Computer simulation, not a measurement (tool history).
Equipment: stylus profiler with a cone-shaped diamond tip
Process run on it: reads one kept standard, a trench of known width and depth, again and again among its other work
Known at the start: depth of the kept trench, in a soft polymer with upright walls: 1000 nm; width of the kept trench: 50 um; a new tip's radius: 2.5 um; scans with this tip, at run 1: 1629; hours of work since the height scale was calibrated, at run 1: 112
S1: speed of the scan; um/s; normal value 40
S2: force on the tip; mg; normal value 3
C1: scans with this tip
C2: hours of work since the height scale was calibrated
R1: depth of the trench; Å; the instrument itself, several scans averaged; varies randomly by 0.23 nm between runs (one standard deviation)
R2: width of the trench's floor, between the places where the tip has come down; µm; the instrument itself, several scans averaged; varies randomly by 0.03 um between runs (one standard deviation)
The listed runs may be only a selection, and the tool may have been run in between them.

| run | hour | S1 | S2 | C1 | C2 | R1 | R2 |
|---|---|---|---|---|---|---|---|
| 1 | 0 | 40 | 3 | 1629 | 112 | 10176.7 | 45.58 |
| 2 | 111.2 | 40 | 3 | 2583 | 177 | 10183.7 | 45.44 |
| 3 | 202.7 | 40 | 3 | 3367 | 230 | 10186.5 | 45.29 |
| 4 | 283.5 | 40 | 3 | 4060 | 278 | 10188.3 | 45.21 |
| 5 | 399.3 | 40 | 3 | 5053 | 346 | 10189.2 | 45.1 |
| 6 | 502.6 | 40 | 3 | 5938 | 406 | 10199.9 | 44.92 |
| 7 | 595.8 | 40 | 3 | 6738 | 461 | 10196.6 | 44.86 |
|  | 606.6 | height scale calibrated on a step standard |
| 8 | 719.5 | 40 | 3 | 7793 | 66 | 10213.3 | 44.67 |
| 9 | 774.8 | 46 | 7.93 | 8267 | 99 | 10376.2 | 44.68 |
| 10 | 899.9 | 46 | 7.93 | 9340 | 172 | 10371.4 | 44.58 |
| 11 | 986.8 | 39 | 4.5 | 10085 | 223 | 10273.8 | 44.47 |
|  | 1036.5 | height scale calibrated on a step standard, once more |
| 12 | 1055.6 | 16 | 7.86 | 10671 | 11 | 10320.5 | 44.51 |
| 13 | 1146.3 | 156 | 2.32 | 11448 | 64 | 10140.2 | 43.49 |
| 14 | 1226.5 | 31 | 7.74 | 12136 | 111 | 10324.3 | 44.26 |

Below, some changes in R1 between adjacent runs. For each, the amount present without the hidden state too (settings, incoming material, random variation) and the amount remaining for the hidden state with gauge scatter not shared by both compared results:
The hidden state here: radius of the tip, um; height scale over the true one, %; drift of the gauge itself on depth_nm, %; drift of the gauge itself on floor_um, %.
Run 11 -> 12: S1 39 -> 16, S2 4.5 -> 7.86, height scale calibrated on a step standard, once more. R1 +46.7 Å: hidden state -52.2, all else +98.9.
Run 13 -> 14: S1 156 -> 31, S2 2.32 -> 7.74. R1 +184.1 Å: hidden state +2.3, all else +181.8.

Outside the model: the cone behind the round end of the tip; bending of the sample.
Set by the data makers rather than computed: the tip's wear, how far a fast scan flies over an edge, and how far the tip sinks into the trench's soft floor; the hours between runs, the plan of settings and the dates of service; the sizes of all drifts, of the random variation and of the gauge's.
